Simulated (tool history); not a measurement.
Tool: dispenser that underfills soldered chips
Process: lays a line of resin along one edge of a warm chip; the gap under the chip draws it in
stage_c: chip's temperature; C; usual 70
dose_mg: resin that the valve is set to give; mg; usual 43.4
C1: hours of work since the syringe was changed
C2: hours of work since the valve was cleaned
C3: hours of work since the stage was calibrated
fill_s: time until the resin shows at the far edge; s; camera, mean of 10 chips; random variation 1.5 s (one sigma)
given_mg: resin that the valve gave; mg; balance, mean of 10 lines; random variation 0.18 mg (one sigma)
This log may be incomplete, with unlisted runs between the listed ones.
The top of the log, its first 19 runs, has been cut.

Run 20, day 2.738: usual settings but stage_c 62 C, dose_mg 49.2 mg; C1 9; C2 79; C3 86. Result: fill_s 351.8 s, given_mg 47.03 mg.
At day 2.808: dispensing valve cleaned and set on the balance.
At day 2.917: new syringe of resin.
Run 21, day 2.992: usual settings but stage_c 62 C, dose_mg 51.4 mg; C1 1; C2 3; C3 89. Result: fill_s 243.3 s, given_mg 51.33 mg.
Run 22, day 3.083: usual settings but stage_c 62 C, dose_mg 51.4 mg; C1 2; C2 4; C3 90. Result: fill_s 256.4 s, given_mg 51.19 mg.
Run 23, day 3.217: usual settings but stage_c 68 C, dose_mg 45.6 mg; C1 4; C2 6; C3 92. Result: fill_s 211.3 s, given_mg 45.22 mg.
Run 24, day 3.396: usual settings but stage_c 57 C, dose_mg 48.4 mg; C1 7; C2 8; C3 95. Result: fill_s 415.3 s, given_mg 48.18 mg.
Run 25, day 3.492: usual settings but stage_c 83 C, dose_mg 38.6 mg; C1 8; C2 10; C3 96. Result: fill_s 128.8 s, given_mg 38.44 mg.
Run 26, day 3.675: usual settings but stage_c 83 C, dose_mg 38.6 mg; C1 11; C2 13; C3 99. Result: fill_s 145 s, given_mg 38.27 mg.
At day 3.704: new syringe of resin.
Run 27, day 3.896: usual settings but stage_c 77 C, dose_mg 51.9 mg; C1 3; C2 16; C3 102. Result: fill_s 127.8 s, given_mg 51.51 mg.
Run 28, day 4.075: usual settings but stage_c 64 C, dose_mg 49.5 mg; C1 5; C2 18; C3 105. Result: fill_s 273.7 s, given_mg 48.86 mg.
Run 29, day 4.171: usual settings but stage_c 64 C, dose_mg 49.5 mg; C1 7; C2 20; C3 106. Result: fill_s 285.6 s, given_mg 48.73 mg.
Run 30, day 4.312: usual settings but stage_c 75 C, dose_mg 44.6 mg; C1 9; C2 22; C3 108. Result: fill_s 185.9 s, given_mg 43.71 mg.
At day 4.483: new syringe of resin.
Run 31, day 4.529: usual settings but stage_c 75 C, dose_mg 44.6 mg; C1 1; C2 25; C3 111. Result: fill_s 127.2 s, given_mg 44.02 mg.
Run 32, day 4.708: usual settings but stage_c 85 C, dose_mg 48.9 mg; C1 3; C2 27; C3 114. Result: fill_s 90.4 s, given_mg 48.25 mg.
Run 33, day 4.875: usual settings but stage_c 85 C, dose_mg 48.9 mg; C1 6; C2 30; C3 116. Result: fill_s 101 s, given_mg 48.18 mg.
Run 34, day 5.071: usual settings but stage_c 78 C, dose_mg 42.3 mg; C1 9; C2 33; C3 119. Result: fill_s 160.5 s, given_mg 41.33 mg.
Run 35, day 5.238: usual settings but stage_c 62 C, dose_mg 47.9 mg; C1 11; C2 35; C3 122. Result: fill_s 380.1 s, given_mg 47.08 mg.
At day 5.258: new syringe of resin.
Run 36, day 5.446: usual settings but stage_c 62 C, dose_mg 47.9 mg; C1 3; C2 38; C3 125. Result: fill_s 259.8 s, given_mg 46.67 mg.
Run 37, day 5.579: usual settings but stage_c 62 C, dose_mg 47.9 mg; C1 5; C2 40; C3 126. Result: fill_s 289.2 s, given_mg 46.63 mg.

3 options for the next run, each taken on its own from the tool as it stands now. Forecast them:
Run A, day 5.729: usual settings but stage_c 62 C, dose_mg 46.4 mg; C1 7; C2 42; C3 129. Result: fill_s ?, given_mg ?.
Run B, day 5.729: usual settings but stage_c 63 C, dose_mg 45 mg; C1 7; C2 42; C3 129. Result: fill_s ?, given_mg ?.
Run C, day 5.729: usual settings but stage_c 82 C, dose_mg 49.8 mg; C1 7; C2 42; C3 129. Result: fill_s ?, given_mg ?.

run  fill_s  given_mg
  A   311.7     45.29
  B   294.7     43.77
  C   121.7     48.48
Take away the tool's hidden state, keep each run's random variation, and the runs would have read:
run  fill_s  given_mg
  A   220.7     46.57
  B   208.7     45.01
  C    86.7     49.85
